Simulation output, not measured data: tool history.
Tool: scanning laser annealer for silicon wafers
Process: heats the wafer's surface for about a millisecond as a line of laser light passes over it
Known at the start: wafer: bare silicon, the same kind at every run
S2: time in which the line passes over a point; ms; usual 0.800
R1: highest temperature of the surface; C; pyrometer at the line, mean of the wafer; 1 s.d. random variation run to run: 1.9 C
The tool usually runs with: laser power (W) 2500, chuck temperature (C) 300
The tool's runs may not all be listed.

{"run": 1, "hour": 0.0, "laser power (W)": 2500, "S2": 0.8, "chuck temperature (C)": 300, "R1": 1119}
{"run": 2, "hour": 96.9, "laser power (W)": 2500, "S2": 0.8, "chuck temperature (C)": 300, "R1": 1113}
{"run": 3, "hour": 149.6, "laser power (W)": 2740, "S2": 0.8, "chuck temperature (C)": 300, "R1": 1205}
{"run": 4, "hour": 214.5, "laser power (W)": 2740, "S2": 0.8, "chuck temperature (C)": 300, "R1": 1198}
{"run": 5, "hour": 315.3, "laser power (W)": 2740, "S2": 0.8, "chuck temperature (C)": 300, "R1": 1188}
{"run": 6, "hour": 383.2, "laser power (W)": 2500, "S2": 0.8, "chuck temperature (C)": 300, "R1": 1093}
{"run": 7, "hour": 490.4, "laser power (W)": 2262, "S2": 0.8, "chuck temperature (C)": 300, "R1": 1013}
{"run": 8, "hour": 576.1, "laser power (W)": 2500, "S2": 0.8, "chuck temperature (C)": 300, "R1": 1095}
{"run": 9, "hour": 634.6, "laser power (W)": 2500, "S2": 0.8, "chuck temperature (C)": 300, "R1": 1092}
{"run": 10, "hour": 720.8, "laser power (W)": 2500, "S2": 0.8, "chuck temperature (C)": 300, "R1": 1132}
{"run": 11, "hour": 795.9, "laser power (W)": 2500, "S2": 0.8, "chuck temperature (C)": 300, "R1": 1125}
{"run": 12, "hour": 893.6, "laser power (W)": 2500, "S2": 0.564, "chuck temperature (C)": 300, "R1": 969}
{"run": 13, "hour": 942.8, "laser power (W)": 2500, "S2": 0.564, "chuck temperature (C)": 300, "R1": 966}
{"run": 14, "hour": 1003.5, "laser power (W)": 2500, "S2": 0.564, "chuck temperature (C)": 300, "R1": 964}
{"run": 15, "hour": 1076.5, "laser power (W)": 2500, "S2": 0.564, "chuck temperature (C)": 300, "R1": 960}
{"run": 16, "hour": 1131.0, "laser power (W)": 2500, "S2": 0.564, "chuck temperature (C)": 300, "R1": 957}
{"run": 17, "hour": 1234.0, "laser power (W)": 2500, "S2": 0.8, "chuck temperature (C)": 300, "R1": 1096}
{"run": 18, "hour": 1301.6, "laser power (W)": 2500, "S2": 0.8, "chuck temperature (C)": 300, "R1": 1094}
{"run": 19, "hour": 1378.4, "laser power (W)": 2622, "S2": 0.8, "chuck temperature (C)": 300, "R1": 1132}
{"run": 20, "hour": 1482.6, "laser power (W)": 2195, "S2": 0.8, "chuck temperature (C)": 300, "R1": 1006}
{"run": 21, "hour": 1546.4, "laser power (W)": 2195, "S2": 0.8, "chuck temperature (C)": 300, "R1": 1000}
{"run": 22, "hour": 1613.4, "laser power (W)": 2195, "S2": 0.942, "chuck temperature (C)": 300, "R1": 1063}
{"run": 23, "hour": 1673.1, "laser power (W)": 2500, "S2": 0.904, "chuck temperature (C)": 285, "R1": 1150}
{"run": 24, "hour": 1759.3, "laser power (W)": 2499, "S2": 0.644, "chuck temperature (C)": 260, "R1": 966}
{"run": 25, "hour": 1819.2, "laser power (W)": 2665, "S2": 0.658, "chuck temperature (C)": 284, "R1": 1054}
{"run": 26, "hour": 1919.4, "laser power (W)": 2649, "S2": 0.974, "chuck temperature (C)": 300, "R1": 1251}
{"run": 27, "hour": 2019.8, "laser power (W)": 2710, "S2": 0.974, "chuck temperature (C)": 330, "R1": 1325}
{"run": 28, "hour": 2081.2, "laser power (W)": 2500, "S2": 0.968, "chuck temperature (C)": 300, "R1": 1195}
{"run": 29, "hour": 2128.8, "laser power (W)": 2731, "S2": 0.997, "chuck temperature (C)": 330, "R1": 1343}
{"run": 30, "hour": 2229.3, "laser power (W)": 2288, "S2": 0.576, "chuck temperature (C)": 285, "R1": 905}
{"run": 31, "hour": 2301.7, "laser power (W)": 2737, "S2": 0.692, "chuck temperature (C)": 267, "R1": 1116}
{"run": 32, "hour": 2357.0, "laser power (W)": 2737, "S2": 0.692, "chuck temperature (C)": 267, "R1": 1116}
{"run": 33, "hour": 2444.1, "laser power (W)": 2500, "S2": 0.711, "chuck temperature (C)": 321, "R1": 1086}
{"run": 34, "hour": 2531.7, "laser power (W)": 2425, "S2": 0.583, "chuck temperature (C)": 339, "R1": 993}
{"run": 35, "hour": 2613.1, "laser power (W)": 2452, "S2": 0.695, "chuck temperature (C)": 264, "R1": 994}
{"run": 36, "hour": 2664.2, "laser power (W)": 2452, "S2": 0.628, "chuck temperature (C)": 314, "R1": 998}
{"run": 37, "hour": 2749.2, "laser power (W)": 2461, "S2": 0.931, "chuck temperature (C)": 314, "R1": 1168}
{"run": 38, "hour": 2800.8, "laser power (W)": 2500, "S2": 0.949, "chuck temperature (C)": 300, "R1": 1180}
{"run": 39, "hour": 2892.3, "laser power (W)": 2500, "S2": 0.8, "chuck temperature (C)": 314, "R1": 1103}
{"run": 40, "hour": 2960.8, "laser power (W)": 2685, "S2": 0.872, "chuck temperature (C)": 336, "R1": 1284}

Not shown: 6 entries that the log had between the listed runs. Between which runs, and how does the tool's hidden state differ before and after?
Between runs 6 and 7: optics aligned, line set to its width (hour 430.6)
  light that passes the window, % of a clean one's: 97.09 -> 96.5; laser's true power over the reading, %: -0.16 -> -0.14; width of the line over the set one, %: 3.56 -> 0.55
  measured less the result without the state, R1: -48 -> -35 C
Between runs 9 and 10: window over the wafer cleaned (hour 664.9)
  light that passes the window, % of a clean one's: 95.68 -> 99.68; laser's true power over the reading, %: -0.11 -> -0.1; width of the line over the set one, %: 0.88 -> 1.09
  measured less the result without the state, R1: -48 -> -9 C
Between runs 19 and 20: window over the wafer cleaned (hour 1418.6)
  light that passes the window, % of a clean one's: 95.89 -> 99.6; laser's true power over the reading, %: 0.02 -> 0.04; width of the line over the set one, %: 2.64 -> 2.88
  measured less the result without the state, R1: -57 -> -16 C
Between runs 26 and 27: optics aligned, line set to its width (hour 1963.5)
  light that passes the window, % of a clean one's: 97.13 -> 96.57; laser's true power over the reading, %: 0.12 -> 0.13; width of the line over the set one, %: 3.94 -> 0.16
  measured less the result without the state, R1: -56 -> -42 C
Between runs 29 and 30: window over the wafer cleaned (hour 2174.4)
  light that passes the window, % of a clean one's: 95.92 -> 99.59; laser's true power over the reading, %: 0.15 -> 0.17; width of the line over the set one, %: 0.43 -> 0.68
  measured less the result without the state, R1: -52 -> -4 C
Between runs 39 and 40: window over the wafer cleaned (hour 2925.2)
  light that passes the window, % of a clean one's: 95.86 -> 99.79; laser's true power over the reading, %: 0.29 -> 0.3; width of the line over the set one, %: 2.24 -> 2.4
  measured less the result without the state, R1: -50 -> -13 C
